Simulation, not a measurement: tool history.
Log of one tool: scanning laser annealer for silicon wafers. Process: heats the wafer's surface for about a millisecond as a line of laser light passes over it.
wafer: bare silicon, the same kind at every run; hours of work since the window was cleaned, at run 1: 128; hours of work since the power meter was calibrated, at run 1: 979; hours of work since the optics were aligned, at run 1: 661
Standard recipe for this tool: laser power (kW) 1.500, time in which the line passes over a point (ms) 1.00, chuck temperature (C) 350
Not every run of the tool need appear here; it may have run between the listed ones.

run,hour,laser power (kW),time in which the line passes over a point (ms),chuck temperature (C),hours of work since the window was cleaned,hours of work since the power meter was calibrated,hours of work since the optics were aligned,highest temperature of the surface (C)
1,0.0,1.500,1.00,350,128,979,661,1077
2,74.6,1.500,1.00,350,174,1025,707,1078
3,173.8,1.500,1.11,350,234,1085,767,1122
# hour 278.0: optics aligned, line set to its width
4,278.0,1.500,1.00,350,295,1146,0,1078
5,353.9,1.649,1.00,350,341,1192,46,1159
6,417.6,1.500,1.00,350,380,1231,85,1076
7,470.8,1.500,1.00,350,413,1263,118,1076
# hour 508.7: window over the wafer cleaned
8,525.3,1.500,1.00,350,10,1296,150,1074
9,604.5,1.380,1.00,350,58,1344,198,1009
10,664.0,1.380,1.00,334,95,1380,234,997
11,709.5,1.380,1.00,334,123,1408,262,994
12,793.2,1.500,0.72,350,174,1459,313,954
13,886.5,1.500,0.72,350,231,1516,370,954
14,946.9,1.500,0.72,335,267,1553,407,936
15,995.6,1.500,0.72,335,297,1583,437,937
16,1089.4,1.500,0.72,335,354,1640,494,939
17,1141.5,1.610,1.00,350,386,1672,526,1136
18,1207.1,1.405,1.00,350,426,1712,566,1023
# hour 1230.9: window over the wafer cleaned
19,1280.3,1.500,0.83,333,30,1755,609,988
20,1344.4,1.500,0.83,333,69,1794,648,985
21,1435.3,1.513,0.95,355,125,1850,704,1066
22,1519.6,1.632,1.02,331,176,1901,755,1139
23,1615.2,1.632,1.02,331,235,1959,814,1137
# hour 1640.7: optics aligned, line set to its width
24,1674.6,1.309,0.84,333,268,1993,21,899
25,1762.0,1.309,0.84,333,321,2046,74,900
26,1839.8,1.500,0.73,330,369,2093,122,938
27,1944.4,1.424,1.00,377,432,2157,185,1060
# hour 1952.4: window over the wafer cleaned
28,2007.5,1.472,1.00,380,34,2195,223,1086
29,2095.6,1.571,1.00,337,87,2248,276,1102
30,2167.1,1.611,0.85,327,131,2292,320,1044
31,2256.7,1.611,1.10,327,186,2347,375,1157
32,2345.5,1.611,0.99,327,240,2401,429,1110
33,2413.4,1.500,1.00,361,281,2442,470,1087
34,2482.7,1.500,1.07,373,324,2485,513,1126

What differs in the tool's unlogged condition from the final listed run ahead of each entry between runs to the first listed run following it?
Runs 3 to 4: optics aligned, line set to its width (hour 278.0)
  light that passes the window, % of a clean one's: 99.93 -> 99.91; width of the line over the set one, %: 0.15 -> 0.01
Runs 7 to 8: window over the wafer cleaned (hour 508.7)
  light that passes the window, % of a clean one's: 99.88 -> 99.99
Runs 18 to 19: window over the wafer cleaned (hour 1230.9)
  light that passes the window, % of a clean one's: 99.89 -> 99.99; width of the line over the set one, %: 0.11 -> 0.12
Runs 23 to 24: optics aligned, line set to its width (hour 1640.7)
  light that passes the window, % of a clean one's: 99.94 -> 99.93; width of the line over the set one, %: 0.16 -> 0.02
Runs 27 to 28: window over the wafer cleaned (hour 1952.4)
  light that passes the window, % of a clean one's: 99.89 -> 99.99; width of the line over the set one, %: 0.05 -> 0.06
